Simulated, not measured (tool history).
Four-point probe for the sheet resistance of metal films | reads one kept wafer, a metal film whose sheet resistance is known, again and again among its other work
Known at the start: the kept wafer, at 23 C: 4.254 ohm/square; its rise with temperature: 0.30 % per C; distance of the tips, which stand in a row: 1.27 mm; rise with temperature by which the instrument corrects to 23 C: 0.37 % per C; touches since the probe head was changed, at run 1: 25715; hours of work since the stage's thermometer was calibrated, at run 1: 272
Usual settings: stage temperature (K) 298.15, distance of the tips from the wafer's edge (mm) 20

run,day,stage temperature (K),distance of the tips from the wafer's edge (mm),touches since the probe head was changed,hours of work since the stage's thermometer was calibrated,sheet resistance as the instrument gives it (ohm/square)
1,0,298.15,20,25715,272,4.233942
2,1.25,294.15,20,26970,294,4.243597
3,2.417,294.15,20,28138,313,4.244124
4,3.483,294.15,20,29207,332,4.244316
5,4.321,294.15,20,30047,346,4.244924
6,5.567,298.15,20,31297,367,4.229733
7,6.367,298.15,7,32097,381,4.294456
8,7.133,298.15,7,32868,394,4.294626
9,8,298.15,11,33738,408,4.250531
10,9.267,298.15,20,35008,430,4.227731
11,10.196,298.15,20,35937,446,4.227513
12,11.225,298.15,20,36970,463,4.22985
13,11.942,298.15,20,37686,475,4.226401
14,12.696,298.15,20,38446,488,4.227779
15,13.867,298.15,20,39620,508,4.225817
16,14.979,298.15,20,40731,527,4.226533
# day 15.104: stage's thermometer calibrated
17,16.204,298.15,20,41941,19,4.224392
18,16.733,298.15,20,42471,28,4.224482
19,17.958,298.15,20,43701,49,4.22467
20,19.129,300.15,20,44873,68,4.218924
21,20.25,298.15,20,45997,87,4.223196
22,20.954,298.15,20,46703,99,4.223022
# day 21.442: stage's thermometer calibrated, once more
23,22.1,298.15,20,47832,11,4.2273
24,23.046,293.15,3,48781,27,4.603614
25,23.725,293.15,3,49461,39,4.601631
26,24.712,294.15,4,50450,56,4.445587
27,25.85,304.15,8,51592,75,4.255781
28,26.75,306.15,40,52493,90,4.194627
29,27.925,298.15,11,53673,110,4.245631
30,29.229,298.15,47,54979,132,4.218525
31,30.354,297.15,7,56106,151,4.293126
32,30.888,291.15,41,56641,160,4.238679
33,31.617,291.15,41,57372,173,4.239243
34,32.433,291.15,41,58193,187,4.239226
35,33.504,293.15,26,59264,205,4.235339
36,34.258,293.15,26,60020,218,4.236553
37,35.088,303.15,53,60851,232,4.201578
38,36.1,301.15,53,61867,249,4.206947
39,36.825,292.15,20,62593,261,4.241133
40,37.933,293.15,4,63705,280,4.443955
41,38.496,300.15,6,64271,290,4.305734
42,39.071,300.15,6,64847,300,4.306459
43,39.617,298.15,4,65394,309,4.428679
44,40.662,308.15,3,66441,327,4.547204
45,41.467,300.15,11,67250,340,4.235917

Hidden state or all else? Some run-to-run changes of sheet resistance as the instrument gives it (ohm/square), split into what the settings, what came in and random variation would give without the hidden state, and what is left for the hidden state (with any gauge scatter that isn't in both results):
The hidden state here: inner tips' distance over the nominal, %; tips' flats over new ones', %; wafer's true temperature over the reading, C; drift of the gauge itself on sheet_ohm, %.
Run 22 -> 23: stage's thermometer calibrated, once more. sheet resistance as the instrument gives it (ohm/square) +0.004278: hidden state +0.003236, all else +0.001042.
Run 23 -> 24: stage temperature (K) 298.15 -> 293.15, distance of the tips from the wafer's edge (mm) 20 -> 3. sheet resistance as the instrument gives it (ohm/square) +0.376314: hidden state -0.002783, all else +0.379097.
Run 39 -> 40: stage temperature (K) 292.15 -> 293.15, distance of the tips from the wafer's edge (mm) 20 -> 4. sheet resistance as the instrument gives it (ohm/square) +0.202822: hidden state -0.001987, all else +0.204809.
Run 44 -> 45: stage temperature (K) 308.15 -> 300.15, distance of the tips from the wafer's edge (mm) 3 -> 11. sheet resistance as the instrument gives it (ohm/square) -0.311287: hidden state +0.002116, all else -0.313403.
